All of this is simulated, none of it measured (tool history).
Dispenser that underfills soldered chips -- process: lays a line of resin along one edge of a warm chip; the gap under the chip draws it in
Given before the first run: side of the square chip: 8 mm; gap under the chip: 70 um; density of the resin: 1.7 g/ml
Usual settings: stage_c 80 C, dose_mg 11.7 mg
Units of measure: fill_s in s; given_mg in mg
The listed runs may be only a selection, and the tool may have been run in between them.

Run 1, hour 0: usual settings. Result: fill_s 18.9 s, given_mg 11.56 mg.
At hour 2.8: new syringe of resin.
At hour 12.2: new syringe of resin.
Run 2, hour 18: usual settings but stage_c 72 C. Result: fill_s 25.3 s, given_mg 11.45 mg.
At hour 21.5: new syringe of resin.
At hour 30.2: new syringe of resin.
Run 3, hour 31.3: usual settings but stage_c 72 C. Result: fill_s 19.3 s, given_mg 11.4 mg.
At hour 35.8: dispensing valve cleaned and set on the balance.
At hour 40.5: new syringe of resin.
Run 4, hour 41.8: usual settings but stage_c 72 C. Result: fill_s 20 s, given_mg 11.63 mg.
At hour 48.9: new syringe of resin.
Run 5, hour 55.5: usual settings but dose_mg 12.7 mg. Result: fill_s 20.8 s, given_mg 12.59 mg.
At hour 57.8: new syringe of resin.
At hour 66.2: new syringe of resin.
Run 6, hour 69.3: usual settings but dose_mg 12.7 mg. Result: fill_s 15.9 s, given_mg 12.49 mg.
At hour 74.8: new syringe of resin.
Run 7, hour 76.9: usual settings but dose_mg 12.7 mg. Result: fill_s 15.6 s, given_mg 12.53 mg.
At hour 83.5: new syringe of resin.
Run 8, hour 84.5: usual settings but dose_mg 12.7 mg. Result: fill_s 14.9 s, given_mg 12.33 mg.
At hour 93: new syringe of resin.
Run 9, hour 93.6: usual settings but dose_mg 12.7 mg. Result: fill_s 14.2 s, given_mg 12.39 mg.
At hour 102.2: new syringe of resin.
At hour 104.6: dispensing valve cleaned and set on the balance.
Run 10, hour 110.4: usual settings but stage_c 85 C, dose_mg 12.7 mg. Result: fill_s 17.1 s, given_mg 12.65 mg.
At hour 112.3: new syringe of resin.
At hour 121.7: new syringe of resin.
Run 11, hour 126.8: usual settings but stage_c 92 C. Result: fill_s 12.9 s, given_mg 11.59 mg.
At hour 130.1: new syringe of resin.
At hour 138.4: new syringe of resin.
Run 12, hour 140: usual settings but stage_c 70 C, dose_mg 10.9 mg. Result: fill_s 21.2 s, given_mg 10.75 mg.
At hour 147.1: new syringe of resin.
Run 13, hour 150.7: usual settings but dose_mg 11.3 mg. Result: fill_s 17.6 s, given_mg 11.02 mg.
At hour 156.1: new syringe of resin.
Run 14, hour 163: usual settings but dose_mg 11.3 mg. Result: fill_s 21.3 s, given_mg 11.07 mg.
At hour 165.6: new syringe of resin.
At hour 172.9: dispensing valve cleaned and set on the balance.
At hour 175.5: new syringe of resin.
Run 15, hour 178.8: usual settings but stage_c 88 C, dose_mg 14.3 mg. Result: fill_s 12.6 s, given_mg 14.28 mg.
At hour 184.8: new syringe of resin.
At hour 193.8: new syringe of resin.
Run 16, hour 197.2: usual settings but stage_c 88 C, dose_mg 14.3 mg. Result: fill_s 13.2 s, given_mg 14.16 mg.
At hour 202.6: new syringe of resin.
Run 17, hour 209.2: usual settings but stage_c 73 C, dose_mg 15.2 mg. Result: fill_s 25.4 s, given_mg 14.9 mg.
At hour 211.1: new syringe of resin.
At hour 220.3: new syringe of resin.
Run 18, hour 226.7: usual settings but stage_c 71 C, dose_mg 13.2 mg. Result: fill_s 27.6 s, given_mg 12.91 mg.
At hour 229.6: new syringe of resin.
At hour 238.6: new syringe of resin.
At hour 241.6: dispensing valve cleaned and set on the balance.
Run 19, hour 243.5: usual settings but stage_c 84 C, dose_mg 14.5 mg. Result: fill_s 15.7 s, given_mg 14.5 mg.

3 ways to go on from here, each from the tool as it stands after run 19. What would each give?
At hour 249.2: new syringe of resin.
At hour 257.5: new syringe of resin.
Run A, hour 257.5: usual settings but stage_c 84 C. Result: fill_s ?, given_mg ?.
At hour 249.2: new syringe of resin.
At hour 257.5: new syringe of resin.
Run B, hour 257.5: usual settings but stage_c 75 C, dose_mg 11.3 mg. Result: fill_s ?, given_mg ?.
At hour 249.2: new syringe of resin.
At hour 257.5: new syringe of resin.
Run C, hour 257.5: usual settings but stage_c 82 C, dose_mg 12.1 mg. Result: fill_s ?, given_mg ?.

run  fill_s  given_mg
  A    12.8     11.64
  B    17.6      11.2
  C    13.4     11.99
With no hidden state in the tool, these same runs would have given:
run  fill_s  given_mg
  A    11.6     11.74
  B    15.9      11.3
  C    12.1      12.1
